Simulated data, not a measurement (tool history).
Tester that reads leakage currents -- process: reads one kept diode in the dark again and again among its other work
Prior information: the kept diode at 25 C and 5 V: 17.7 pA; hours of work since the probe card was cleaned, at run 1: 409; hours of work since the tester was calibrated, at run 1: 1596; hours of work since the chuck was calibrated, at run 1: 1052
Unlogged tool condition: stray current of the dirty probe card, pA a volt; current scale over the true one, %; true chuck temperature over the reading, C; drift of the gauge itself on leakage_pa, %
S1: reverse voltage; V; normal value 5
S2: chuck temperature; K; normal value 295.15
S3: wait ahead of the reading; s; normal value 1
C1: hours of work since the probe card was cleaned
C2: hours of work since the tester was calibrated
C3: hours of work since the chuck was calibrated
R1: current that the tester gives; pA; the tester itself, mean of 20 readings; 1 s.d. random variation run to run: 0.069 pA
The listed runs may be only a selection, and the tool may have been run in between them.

run,day,S1,S2,S3,C1,C2,C3,R1
1,0,5,295.15,1,409,1596,1052,18.1
2,1.821,5,295.15,1,428,1615,1071,18.2
# day 2.862: chuck's temperature calibrated
3,3.942,5,295.15,1,450,1636,11,16.23
4,6.088,5,295.15,1,472,1659,34,16.42
5,9.188,5,295.15,1,505,1691,66,16.43
6,11.254,5,295.15,1,526,1713,88,16.55
7,14.133,5,295.15,1,556,1743,118,16.61
8,17.188,5,316.15,1,588,1775,150,78.68
9,21.371,5,295.15,1,632,1819,194,16.75
10,25.692,5,295.15,1,678,1864,239,17.02
11,27.967,5,295.15,1,701,1888,263,17.22
12,31.892,5,295.15,1,742,1929,304,17.26
13,34.146,5,295.15,1,766,1953,328,17.11
# day 34.571: tester calibrated
14,36.246,5,295.15,1,787,18,349,17.27
15,39.446,3.23,295.15,3.78,821,51,382,13.54
16,41.55,3.23,295.15,3.78,843,73,404,13.49
17,43.554,3.23,295.15,3.78,864,94,425,13.54
18,47.546,3.44,302.15,0.61,906,136,467,25.96
# day 48.792: tester calibrated, once more
19,51.254,1.79,305.15,0.94,943,26,505,25.23
20,55.183,2,315.15,9.05,985,67,546,55.41
21,58.158,2,315.15,9.05,1016,98,577,55.44
22,61.025,1.58,314.15,1.08,1046,128,607,48.29

Expected results for the next run?
23,63.212,1.58,314.15,1.08,1069,151,630,?

R1: 48.31 pA
If the tool had no hidden condition, the same run with the same run-to-run variation would have returned R1 44.56 pA.

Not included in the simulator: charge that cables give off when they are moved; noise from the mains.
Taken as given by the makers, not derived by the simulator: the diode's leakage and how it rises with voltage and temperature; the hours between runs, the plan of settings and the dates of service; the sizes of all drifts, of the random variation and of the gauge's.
